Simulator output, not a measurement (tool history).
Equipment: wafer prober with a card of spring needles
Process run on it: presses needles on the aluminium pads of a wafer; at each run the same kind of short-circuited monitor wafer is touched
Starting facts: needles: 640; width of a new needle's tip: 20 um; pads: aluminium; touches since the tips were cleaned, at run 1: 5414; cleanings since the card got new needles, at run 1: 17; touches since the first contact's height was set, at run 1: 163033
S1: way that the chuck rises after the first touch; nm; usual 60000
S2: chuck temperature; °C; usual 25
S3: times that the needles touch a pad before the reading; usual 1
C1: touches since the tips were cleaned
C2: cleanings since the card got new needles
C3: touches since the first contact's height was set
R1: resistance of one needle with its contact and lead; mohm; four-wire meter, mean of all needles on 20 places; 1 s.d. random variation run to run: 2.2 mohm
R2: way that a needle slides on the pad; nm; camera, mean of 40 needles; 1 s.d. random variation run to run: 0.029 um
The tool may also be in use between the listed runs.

{"run": 1, "hour": 0.0, "S1": 60000, "S2": 25, "S3": 1, "C1": 5414, "C2": 17, "C3": 163033, "R1": 595, "R2": 14800}
{"hour": 13.7, "done": "tips cleaned on abrasive film"}
{"run": 2, "hour": 28.3, "S1": 60000, "S2": 25, "S3": 1, "C1": 3807, "C2": 18, "C3": 170379, "R1": 526, "R2": 14820}
{"hour": 46.1, "done": "tips cleaned on abrasive film"}
{"run": 3, "hour": 54.4, "S1": 60000, "S2": 25, "S3": 1, "C1": 2159, "C2": 19, "C3": 177152, "R1": 459, "R2": 14790}
{"hour": 79.1, "done": "tips cleaned on abrasive film"}
{"run": 4, "hour": 80.5, "S1": 60000, "S2": 25, "S3": 1, "C1": 360, "C2": 20, "C3": 183933, "R1": 317, "R2": 14750}
{"run": 5, "hour": 106.6, "S1": 60000, "S2": 25, "S3": 1, "C1": 7162, "C2": 20, "C3": 190735, "R1": 620, "R2": 14740}
{"hour": 111.2, "done": "tips cleaned on abrasive film"}
{"run": 6, "hour": 123.5, "S1": 60000, "S2": 25, "S3": 1, "C1": 3230, "C2": 21, "C3": 195128, "R1": 515, "R2": 14740}
{"hour": 143.5, "done": "tips cleaned on abrasive film"}
{"run": 7, "hour": 148.2, "S1": 60000, "S2": 25, "S3": 1, "C1": 1224, "C2": 22, "C3": 201518, "R1": 390, "R2": 14640}
{"hour": 151.6, "done": "height of the first contact set anew"}
{"run": 8, "hour": 174.1, "S1": 43000, "S2": 25, "S3": 1, "C1": 7903, "C2": 22, "C3": 5870, "R1": 912, "R2": 10910}
{"hour": 176.5, "done": "tips cleaned on abrasive film"}
{"run": 9, "hour": 188.5, "S1": 41000, "S2": 87, "S3": 1, "C1": 3121, "C2": 23, "C3": 9599, "R1": 719, "R2": 10430}
{"hour": 210.0, "done": "tips cleaned on abrasive film"}
{"run": 10, "hour": 211.4, "S1": 47000, "S2": 65, "S3": 2, "C1": 369, "C2": 24, "C3": 15555, "R1": 337, "R2": 11940}
{"run": 11, "hour": 224.7, "S1": 54000, "S2": 25, "S3": 3, "C1": 3835, "C2": 24, "C3": 19021, "R1": 382, "R2": 13690}
{"hour": 242.1, "done": "tips cleaned on abrasive film"}
{"run": 12, "hour": 242.4, "S1": 54000, "S2": 25, "S3": 3, "C1": 83, "C2": 25, "C3": 23603, "R1": 278, "R2": 13700}
{"run": 13, "hour": 254.4, "S1": 48000, "S2": 52, "S3": 3, "C1": 3200, "C2": 25, "C3": 26720, "R1": 400, "R2": 12120}

3 ways to go on from here, each from the tool as it stands after run 13. What would each give?
{"hour": 275.2, "done": "tips cleaned on abrasive film"}
{"run": "A", "hour": 281.5, "S1": 60000, "S2": 68, "S3": 1, "C1": 1649, "C2": 26, "C3": 33756, "R1": "?", "R2": "?"}
{"hour": 275.2, "done": "tips cleaned on abrasive film"}
{"run": "B", "hour": 281.5, "S1": 47000, "S2": 52, "S3": 3, "C1": 1649, "C2": 26, "C3": 33756, "R1": "?", "R2": "?"}
{"hour": 275.2, "done": "tips cleaned on abrasive film"}
{"run": "C", "hour": 281.5, "S1": 79000, "S2": 35, "S3": 1, "C1": 1649, "C2": 26, "C3": 33756, "R1": "?", "R2": "?"}

run=A R1=434 R2=15170
run=B R1=368 R2=11860
run=C R1=348 R2=20010
Without the tool's unlogged condition, the same runs would have read:
run=A R1=267 R2=15270
run=B R1=269 R2=11960
run=C R1=244 R2=20110

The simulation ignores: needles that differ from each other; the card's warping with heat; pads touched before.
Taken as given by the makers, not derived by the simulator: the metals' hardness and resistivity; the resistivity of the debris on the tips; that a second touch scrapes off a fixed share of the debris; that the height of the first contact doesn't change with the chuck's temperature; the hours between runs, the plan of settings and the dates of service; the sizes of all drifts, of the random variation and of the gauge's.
